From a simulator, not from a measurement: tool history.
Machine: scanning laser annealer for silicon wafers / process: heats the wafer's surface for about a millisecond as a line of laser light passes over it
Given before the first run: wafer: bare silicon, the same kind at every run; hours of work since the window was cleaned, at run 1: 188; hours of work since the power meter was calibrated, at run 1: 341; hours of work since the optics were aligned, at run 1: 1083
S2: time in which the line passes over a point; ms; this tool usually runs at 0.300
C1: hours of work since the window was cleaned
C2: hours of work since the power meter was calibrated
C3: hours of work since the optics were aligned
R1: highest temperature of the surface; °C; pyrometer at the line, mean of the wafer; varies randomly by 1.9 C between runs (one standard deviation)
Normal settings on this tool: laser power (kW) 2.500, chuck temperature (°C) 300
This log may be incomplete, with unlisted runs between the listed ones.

{"run": 1, "hour": 0.0, "laser power (kW)": 2.5, "S2": 0.3, "chuck temperature (°C)": 300, "C1": 188, "C2": 341, "C3": 1083, "R1": 1065}
{"run": 2, "hour": 8.8, "laser power (kW)": 2.5, "S2": 0.212, "chuck temperature (°C)": 300, "C1": 195, "C2": 347, "C3": 1090, "R1": 930}
{"run": 3, "hour": 18.8, "laser power (kW)": 2.5, "S2": 0.212, "chuck temperature (°C)": 300, "C1": 202, "C2": 355, "C3": 1097, "R1": 930}
{"run": 4, "hour": 30.2, "laser power (kW)": 2.5, "S2": 0.212, "chuck temperature (°C)": 300, "C1": 210, "C2": 363, "C3": 1106, "R1": 934}
{"run": 5, "hour": 40.6, "laser power (kW)": 2.5, "S2": 0.212, "chuck temperature (°C)": 300, "C1": 218, "C2": 371, "C3": 1113, "R1": 927}
{"run": 6, "hour": 48.3, "laser power (kW)": 2.5, "S2": 0.298, "chuck temperature (°C)": 300, "C1": 224, "C2": 377, "C3": 1119, "R1": 1062}
{"run": 7, "hour": 62.5, "laser power (kW)": 2.5, "S2": 0.3, "chuck temperature (°C)": 300, "C1": 234, "C2": 387, "C3": 1129, "R1": 1060}
{"run": 8, "hour": 69.3, "laser power (kW)": 2.393, "S2": 0.3, "chuck temperature (°C)": 300, "C1": 239, "C2": 392, "C3": 1135, "R1": 1022}
{"run": 9, "hour": 77.0, "laser power (kW)": 2.393, "S2": 0.3, "chuck temperature (°C)": 300, "C1": 245, "C2": 398, "C3": 1140, "R1": 1020}
{"run": 10, "hour": 91.1, "laser power (kW)": 2.393, "S2": 0.3, "chuck temperature (°C)": 300, "C1": 255, "C2": 408, "C3": 1151, "R1": 1022}
{"run": 11, "hour": 103.4, "laser power (kW)": 2.393, "S2": 0.3, "chuck temperature (°C)": 300, "C1": 264, "C2": 417, "C3": 1160, "R1": 1019}
{"run": 12, "hour": 115.5, "laser power (kW)": 2.5, "S2": 0.3, "chuck temperature (°C)": 300, "C1": 273, "C2": 426, "C3": 1169, "R1": 1056}
{"run": 13, "hour": 126.8, "laser power (kW)": 2.5, "S2": 0.3, "chuck temperature (°C)": 300, "C1": 282, "C2": 435, "C3": 1177, "R1": 1056}
{"run": 14, "hour": 135.1, "laser power (kW)": 2.715, "S2": 0.225, "chuck temperature (°C)": 277, "C1": 288, "C2": 441, "C3": 1183, "R1": 991}
{"run": 15, "hour": 142.1, "laser power (kW)": 2.614, "S2": 0.3, "chuck temperature (°C)": 309, "C1": 293, "C2": 446, "C3": 1188, "R1": 1108}
{"run": 16, "hour": 149.2, "laser power (kW)": 2.5, "S2": 0.366, "chuck temperature (°C)": 311, "C1": 298, "C2": 451, "C3": 1194, "R1": 1151}
{"run": 17, "hour": 157.1, "laser power (kW)": 2.5, "S2": 0.3, "chuck temperature (°C)": 319, "C1": 304, "C2": 457, "C3": 1199, "R1": 1073}
{"run": 18, "hour": 163.4, "laser power (kW)": 2.5, "S2": 0.3, "chuck temperature (°C)": 319, "C1": 309, "C2": 462, "C3": 1204, "R1": 1072}
{"run": 19, "hour": 171.4, "laser power (kW)": 2.5, "S2": 0.253, "chuck temperature (°C)": 300, "C1": 315, "C2": 467, "C3": 1210, "R1": 987}
{"run": 20, "hour": 184.8, "laser power (kW)": 2.212, "S2": 0.223, "chuck temperature (°C)": 294, "C1": 325, "C2": 477, "C3": 1220, "R1": 842}
{"run": 21, "hour": 194.2, "laser power (kW)": 2.552, "S2": 0.321, "chuck temperature (°C)": 276, "C1": 332, "C2": 484, "C3": 1227, "R1": 1075}
{"run": 22, "hour": 200.3, "laser power (kW)": 2.692, "S2": 0.3, "chuck temperature (°C)": 324, "C1": 336, "C2": 489, "C3": 1231, "R1": 1148}
{"run": 23, "hour": 208.8, "laser power (kW)": 2.382, "S2": 0.325, "chuck temperature (°C)": 335, "C1": 342, "C2": 495, "C3": 1238, "R1": 1073}
{"run": 24, "hour": 218.2, "laser power (kW)": 2.608, "S2": 0.373, "chuck temperature (°C)": 329, "C1": 349, "C2": 502, "C3": 1245, "R1": 1219}
{"run": 25, "hour": 229.3, "laser power (kW)": 2.608, "S2": 0.373, "chuck temperature (°C)": 329, "C1": 357, "C2": 510, "C3": 1253, "R1": 1219}

Below are 5 alternative next runs, each starting from the tool's condition after run 25. Predict each:
{"run": "A", "hour": 243.4, "laser power (kW)": 2.715, "S2": 0.228, "chuck temperature (°C)": 300, "C1": 368, "C2": 521, "C3": 1263, "R1": "?"}
{"run": "B", "hour": 243.4, "laser power (kW)": 2.608, "S2": 0.373, "chuck temperature (°C)": 280, "C1": 368, "C2": 521, "C3": 1263, "R1": "?"}
{"run": "C", "hour": 243.4, "laser power (kW)": 2.701, "S2": 0.251, "chuck temperature (°C)": 297, "C1": 368, "C2": 521, "C3": 1263, "R1": "?"}
{"run": "D", "hour": 243.4, "laser power (kW)": 2.593, "S2": 0.27, "chuck temperature (°C)": 300, "C1": 368, "C2": 521, "C3": 1263, "R1": "?"}
{"run": "E", "hour": 243.4, "laser power (kW)": 2.608, "S2": 0.373, "chuck temperature (°C)": 317, "C1": 368, "C2": 521, "C3": 1263, "R1": "?"}

run=A R1=1011
run=B R1=1169
run=C R1=1042
run=D R1=1039
run=E R1=1207
Stripped of hidden state, with their random variation kept, the same runs would have yielded:
run=A R1=1047
run=B R1=1215
run=C R1=1081
run=D R1=1077
run=E R1=1253

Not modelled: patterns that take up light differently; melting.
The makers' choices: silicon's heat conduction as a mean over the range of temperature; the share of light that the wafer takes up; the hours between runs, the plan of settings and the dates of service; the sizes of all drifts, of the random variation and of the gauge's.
